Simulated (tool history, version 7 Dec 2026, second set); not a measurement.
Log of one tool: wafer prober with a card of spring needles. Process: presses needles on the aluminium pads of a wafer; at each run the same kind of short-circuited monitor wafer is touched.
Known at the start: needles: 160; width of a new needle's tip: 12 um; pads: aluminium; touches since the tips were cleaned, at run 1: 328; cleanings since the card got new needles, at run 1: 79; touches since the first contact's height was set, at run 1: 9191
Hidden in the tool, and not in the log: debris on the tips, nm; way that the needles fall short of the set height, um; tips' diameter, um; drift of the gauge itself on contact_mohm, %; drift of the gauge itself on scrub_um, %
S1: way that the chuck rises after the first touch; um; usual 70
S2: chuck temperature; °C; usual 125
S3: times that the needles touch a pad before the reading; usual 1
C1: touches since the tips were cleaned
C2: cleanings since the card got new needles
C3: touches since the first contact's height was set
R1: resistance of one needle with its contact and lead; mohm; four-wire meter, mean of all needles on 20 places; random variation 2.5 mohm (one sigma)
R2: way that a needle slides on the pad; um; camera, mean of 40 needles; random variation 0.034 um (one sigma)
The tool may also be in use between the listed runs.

run 1 hour=0.0 | S1=70 S2=125 S3=1 | C1=328 C2=79 C3=9191 | R1=295 R2=10.31
-- hour=3.4 tips cleaned on abrasive film
-- hour=6.8 tips cleaned on abrasive film
run 2 hour=7.0 | S1=70 S2=125 S3=1 | C1=106 C2=81 C3=12878 | R1=296 R2=10.23
-- hour=10.4 tips cleaned on abrasive film
run 3 hour=11.7 | S1=70 S2=125 S3=1 | C1=695 C2=82 C3=15332 | R1=307 R2=10.20
-- hour=13.8 tips cleaned on abrasive film
-- hour=17.3 tips cleaned on abrasive film
-- hour=20.7 tips cleaned on abrasive film
run 4 hour=20.7 | S1=70 S2=125 S3=1 | C1=0 C2=85 C3=20070 | R1=293 R2=10.27
-- hour=24.8 tips cleaned on abrasive film
run 5 hour=24.8 | S1=70 S2=125 S3=1 | C1=0 C2=86 C3=22206 | R1=293 R2=10.27
-- hour=28.5 tips cleaned on abrasive film
-- hour=31.9 tips cleaned on abrasive film
run 6 hour=31.9 | S1=70 S2=125 S3=1 | C1=0 C2=88 C3=25978 | R1=283 R2=10.21
-- hour=35.5 tips cleaned on abrasive film
-- hour=39.1 tips cleaned on abrasive film
run 7 hour=39.2 | S1=70 S2=125 S3=1 | C1=59 C2=90 C3=29771 | R1=291 R2=10.20
-- hour=42.6 tips cleaned on abrasive film
-- hour=46.4 tips cleaned on abrasive film
run 8 hour=47.8 | S1=70 S2=125 S3=1 | C1=758 C2=92 C3=34356 | R1=308 R2=10.18
-- hour=49.9 tips cleaned on abrasive film
-- hour=53.2 tips cleaned on abrasive film, once more
run 9 hour=56.4 | S1=70 S2=125 S3=1 | C1=1741 C2=94 C3=38892 | R1=329 R2=10.08
-- hour=57.2 tips cleaned on abrasive film
-- hour=60.8 tips cleaned on abrasive film
run 10 hour=60.9 | S1=70 S2=125 S3=1 | C1=12 C2=96 C3=41184 | R1=290 R2=10.18
-- hour=64.3 tips cleaned on abrasive film
-- hour=68.2 tips cleaned on abrasive film
run 11 hour=69.8 | S1=70 S2=125 S3=1 | C1=874 C2=98 C3=45898 | R1=314 R2=10.12
-- hour=72.1 tips cleaned on abrasive film
run 12 hour=75.0 | S1=70 S2=125 S3=1 | C1=1553 C2=99 C3=48652 | R1=330 R2=10.13
-- hour=75.7 tips cleaned on abrasive film
-- hour=79.2 tips cleaned on abrasive film
run 13 hour=80.9 | S1=70 S2=125 S3=1 | C1=896 C2=101 C3=51745 | R1=323 R2=10.11
-- hour=83.0 tips cleaned on abrasive film
-- hour=86.6 tips cleaned on abrasive film
run 14 hour=86.8 | S1=70 S2=125 S3=1 | C1=73 C2=103 C3=54810 | R1=291 R2=10.16
-- hour=90.5 tips cleaned on abrasive film
run 15 hour=91.5 | S1=70 S2=36 S3=1 | C1=567 C2=104 C3=57324 | R1=291 R2=10.06
-- hour=94.3 tips cleaned on abrasive film
run 16 hour=96.4 | S1=53 S2=115 S3=3 | C1=1142 C2=105 C3=59891 | R1=303 R2=7.58
-- hour=97.9 tips cleaned on abrasive film
-- hour=101.4 tips cleaned on abrasive film
run 17 hour=102.5 | S1=70 S2=57 S3=1 | C1=602 C2=107 C3=63101 | R1=285 R2=10.08
-- hour=105.0 tips cleaned on abrasive film
-- hour=108.9 tips cleaned on abrasive film
run 18 hour=109.6 | S1=70 S2=57 S3=1 | C1=347 C2=109 C3=66808 | R1=283 R2=10.03
-- hour=112.5 tips cleaned on abrasive film
-- hour=116.1 tips cleaned on abrasive film
run 19 hour=116.1 | S1=50 S2=74 S3=3 | C1=39 C2=111 C3=70263 | R1=280 R2=7.06
-- hour=120.0 tips cleaned on abrasive film
-- hour=123.6 tips cleaned on abrasive film
run 20 hour=125.7 | S1=66 S2=32 S3=1 | C1=1132 C2=113 C3=75293 | R1=301 R2=9.45
-- hour=127.1 tips cleaned on abrasive film
-- hour=130.6 tips cleaned on abrasive film
run 21 hour=131.4 | S1=66 S2=32 S3=1 | C1=439 C2=115 C3=78311 | R1=279 R2=9.42
-- hour=134.0 tips cleaned on abrasive film
-- hour=137.5 tips cleaned on abrasive film
-- hour=140.9 tips cleaned on abrasive film
run 22 hour=140.9 | S1=70 S2=125 S3=2 | C1=0 C2=118 C3=83287 | R1=289 R2=9.92
-- hour=144.5 tips cleaned on abrasive film
-- hour=148.2 tips cleaned on abrasive film
run 23 hour=148.3 | S1=70 S2=125 S3=2 | C1=75 C2=120 C3=87174 | R1=294 R2=9.99
-- hour=151.8 tips cleaned on abrasive film
run 24 hour=154.6 | S1=78 S2=58 S3=3 | C1=1517 C2=121 C3=90505 | R1=281 R2=11.07
-- hour=155.3 tips cleaned on abrasive film
-- hour=159.1 tips cleaned on abrasive film
run 25 hour=161.4 | S1=70 S2=35 S3=1 | C1=1255 C2=123 C3=94096 | R1=309 R2=9.96
-- hour=162.7 tips cleaned on abrasive film
-- hour=166.6 tips cleaned on abrasive film
run 26 hour=168.1 | S1=67 S2=50 S3=2 | C1=790 C2=125 C3=97580 | R1=284 R2=9.47
-- hour=170.3 tips cleaned on abrasive film
-- hour=174.4 tips cleaned on abrasive film
run 27 hour=175.6 | S1=67 S2=43 S3=2 | C1=643 C2=127 C3=101521 | R1=283 R2=9.48
-- hour=178.4 tips cleaned on abrasive film
run 28 hour=179.6 | S1=67 S2=125 S3=2 | C1=658 C2=128 C3=103677 | R1=306 R2=9.49
-- hour=182.2 tips cleaned on abrasive film
-- hour=186.2 tips cleaned on abrasive film
run 29 hour=186.9 | S1=67 S2=125 S3=2 | C1=421 C2=130 C3=107510 | R1=301 R2=9.49
-- hour=190.2 tips cleaned on abrasive film
-- hour=193.8 tips cleaned on abrasive film
run 30 hour=194.2 | S1=54 S2=90 S3=2 | C1=166 C2=132 C3=111303 | R1=291 R2=7.62

Hidden state or all else? Some run-to-run changes of R1, split into what the settings, what came in and random variation would give without the hidden state, and what is left for the hidden state (with any gauge scatter that isn't in both results):
Run 9 -> 10: tips cleaned on abrasive film, tips cleaned on abrasive film. R1 -39 mohm: hidden state -42, all else +3.
Run 13 -> 14: tips cleaned on abrasive film, tips cleaned on abrasive film. R1 -32 mohm: hidden state -25, all else -7.
Run 19 -> 20: S1 50 -> 66, S2 74 -> 32, S3 3 -> 1, tips cleaned on abrasive film, tips cleaned on abrasive film. R1 +21 mohm: hidden state +39, all else -18.
Run 24 -> 25: S1 78 -> 70, S2 58 -> 35, S3 3 -> 1, tips cleaned on abrasive film, tips cleaned on abrasive film. R1 +28 mohm: hidden state +33, all else -5.

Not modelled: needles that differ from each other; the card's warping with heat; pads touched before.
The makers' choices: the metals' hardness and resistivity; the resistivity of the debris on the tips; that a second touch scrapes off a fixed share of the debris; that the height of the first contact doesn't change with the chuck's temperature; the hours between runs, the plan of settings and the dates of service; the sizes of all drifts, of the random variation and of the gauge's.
